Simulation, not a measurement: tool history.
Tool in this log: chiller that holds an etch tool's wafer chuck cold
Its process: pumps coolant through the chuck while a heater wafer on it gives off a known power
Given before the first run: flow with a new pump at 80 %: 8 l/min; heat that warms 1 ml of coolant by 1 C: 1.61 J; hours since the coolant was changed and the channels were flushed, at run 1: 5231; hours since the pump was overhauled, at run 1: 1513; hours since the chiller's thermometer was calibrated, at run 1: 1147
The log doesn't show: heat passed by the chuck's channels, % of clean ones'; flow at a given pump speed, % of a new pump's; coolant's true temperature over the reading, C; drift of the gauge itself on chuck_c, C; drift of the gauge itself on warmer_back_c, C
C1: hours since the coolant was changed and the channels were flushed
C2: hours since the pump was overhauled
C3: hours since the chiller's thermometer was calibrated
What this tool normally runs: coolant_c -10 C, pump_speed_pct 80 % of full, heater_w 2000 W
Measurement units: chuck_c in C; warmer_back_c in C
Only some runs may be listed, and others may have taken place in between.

Run 1, day 0: usual settings; C1 5231; C2 1513; C3 1147. Result: chuck_c 5.3 C, warmer_back_c 9.43 C.
Run 2, day 5.733: usual settings; C1 5368; C2 1651; C3 1285. Result: chuck_c 5.5 C, warmer_back_c 9.52 C.
Run 3, day 10.488: usual settings but pump_speed_pct 61 % of full; C1 5483; C2 1765; C3 1399. Result: chuck_c 9.1 C, warmer_back_c 12.84 C.
Run 4, day 17.104: usual settings but heater_w 2503 W; C1 5641; C2 1924; C3 1558. Result: chuck_c 9.5 C, warmer_back_c 12 C.
Run 5, day 23.362: usual settings; C1 5791; C2 2074; C3 1708. Result: chuck_c 5.5 C, warmer_back_c 9.45 C.
Run 6, day 31.008: usual settings; C1 5975; C2 2257; C3 1891. Result: chuck_c 5.7 C, warmer_back_c 9.52 C.
Run 7, day 37.85: usual settings; C1 6139; C2 2421; C3 2055. Result: chuck_c 5.5 C, warmer_back_c 9.56 C.
Run 8, day 41.858: usual settings but coolant_c -4 C; C1 6235; C2 2518; C3 2152. Result: chuck_c 11.6 C, warmer_back_c 9.64 C.
Run 9, day 46.396: usual settings but heater_w 2557 W; C1 6344; C2 2627; C3 2261. Result: chuck_c 10.1 C, warmer_back_c 12.25 C.
Run 10, day 53.188: usual settings but heater_w 2557 W; C1 6507; C2 2790; C3 2424. Result: chuck_c 10.1 C, warmer_back_c 12.36 C.
Run 11, day 61.567: usual settings but coolant_c -12 C; C1 6708; C2 2991; C3 2625. Result: chuck_c 3.7 C, warmer_back_c 9.63 C.
Run 12, day 69.592: usual settings but coolant_c -12 C; C1 6901; C2 3183; C3 2817. Result: chuck_c 3.8 C, warmer_back_c 9.68 C.
Run 13, day 78.233: usual settings but coolant_c -12 C; C1 7108; C2 3391; C3 3025. Result: chuck_c 3.9 C, warmer_back_c 9.65 C.
Run 14, day 82.371: usual settings but coolant_c -12 C; C1 7208; C2 3490; C3 3124. Result: chuck_c 3.6 C, warmer_back_c 9.66 C.
Run 15, day 86.846: usual settings but coolant_c -12 C; C1 7315; C2 3597; C3 3231. Result: chuck_c 3.8 C, warmer_back_c 9.71 C.
At day 87.642: chiller's thermometer calibrated.
Run 16, day 94.658: usual settings but coolant_c -12 C; C1 7502; C2 3784; C3 168. Result: chuck_c 3.9 C, warmer_back_c 9.75 C.
Run 17, day 103.083: usual settings but coolant_c -9 C, pump_speed_pct 70 % of full; C1 7704; C2 3986; C3 371. Result: chuck_c 8.6 C, warmer_back_c 11.34 C.
Run 18, day 107.667: usual settings but coolant_c -9 C, pump_speed_pct 70 % of full; C1 7814; C2 4096; C3 481. Result: chuck_c 8.7 C, warmer_back_c 11.28 C.
Run 19, day 115.896: usual settings but coolant_c -9 C, pump_speed_pct 70 % of full; C1 8011; C2 4294; C3 678. Result: chuck_c 8.7 C, warmer_back_c 11.34 C.
Run 20, day 121.125: usual settings but coolant_c -9 C, pump_speed_pct 70 % of full; C1 8137; C2 4419; C3 804. Result: chuck_c 8.6 C, warmer_back_c 11.43 C.
Run 21, day 129.55: usual settings but coolant_c -9 C, pump_speed_pct 70 % of full; C1 8339; C2 4621; C3 1006. Result: chuck_c 8.9 C, warmer_back_c 11.44 C.
Run 22, day 133.521: usual settings but coolant_c -9 C, pump_speed_pct 70 % of full; C1 8434; C2 4717; C3 1101. Result: chuck_c 8.8 C, warmer_back_c 11.47 C.
Run 23, day 137.325: usual settings but coolant_c -5 C, pump_speed_pct 60 % of full, heater_w 2804 W; C1 8526; C2 4808; C3 1192. Result: chuck_c 23 C, warmer_back_c 19.03 C.
Run 24, day 145.8: usual settings but pump_speed_pct 98 % of full, heater_w 1304 W; C1 8729; C2 5011; C3 1396. Result: chuck_c -1 C, warmer_back_c 5.13 C.
Run 25, day 151.758: usual settings but pump_speed_pct 98 % of full, heater_w 1304 W; C1 8872; C2 5154; C3 1539. Result: chuck_c -0.9 C, warmer_back_c 5.14 C.
Run 26, day 157.271: usual settings but pump_speed_pct 98 % of full, heater_w 1304 W; C1 9004; C2 5287; C3 1671. Result: chuck_c -1.1 C, warmer_back_c 5.14 C.
Run 27, day 165.096: usual settings but coolant_c -9 C, pump_speed_pct 89 % of full, heater_w 2915 W; C1 9192; C2 5474; C3 1859. Result: chuck_c 13 C, warmer_back_c 12.87 C.
Run 28, day 171.354: usual settings but coolant_c -9 C, pump_speed_pct 89 % of full, heater_w 2915 W; C1 9342; C2 5625; C3 2009. Result: chuck_c 13 C, warmer_back_c 12.79 C.
At day 177.188: coolant changed, channels flushed.
Run 29, day 179.271: usual settings but coolant_c -9 C, pump_speed_pct 84 % of full, heater_w 2679 W; C1 50; C2 5809; C3 2193. Result: chuck_c 10.8 C, warmer_back_c 12.62 C.
Run 30, day 186.012: usual settings but coolant_c -11 C, pump_speed_pct 90 % of full, heater_w 1246 W; C1 212; C2 5970; C3 2355. Result: chuck_c -2.2 C, warmer_back_c 5.39 C.
Run 31, day 191.138: usual settings but coolant_c -11 C, pump_speed_pct 63 % of full, heater_w 1246 W; C1 335; C2 6093; C3 2478. Result: chuck_c 0.5 C, warmer_back_c 8.09 C.
Run 32, day 196.517: usual settings but coolant_c -11 C, pump_speed_pct 72 % of full, heater_w 1404 W; C1 464; C2 6222; C3 2607. Result: chuck_c 0.7 C, warmer_back_c 7.85 C.

3 ways to go on from here, each from the tool as it stands after run 32. What would each give?
Run A, day 201.096: usual settings but coolant_c -2 C, pump_speed_pct 97 % of full, heater_w 2119 W; C1 574; C2 6332; C3 2717. Result: chuck_c ?, warmer_back_c ?.
Run B, day 201.096: usual settings but coolant_c -12 C, pump_speed_pct 85 % of full, heater_w 1252 W; C1 574; C2 6332; C3 2717. Result: chuck_c ?, warmer_back_c ?.
Run C, day 201.096: usual settings but coolant_c -1 C, pump_speed_pct 72 % of full, heater_w 1581 W; C1 574; C2 6332; C3 2717. Result: chuck_c ?, warmer_back_c ?.

run  chuck_c  warmer_back_c
  A     12.3           8.52
  B     -2.9           5.89
  C     12.2           8.89
Without the tool's hidden state the same runs would have given:
run  chuck_c  warmer_back_c
  A     11.6           7.94
  B     -3.2           5.49
  C     11.6           8.28
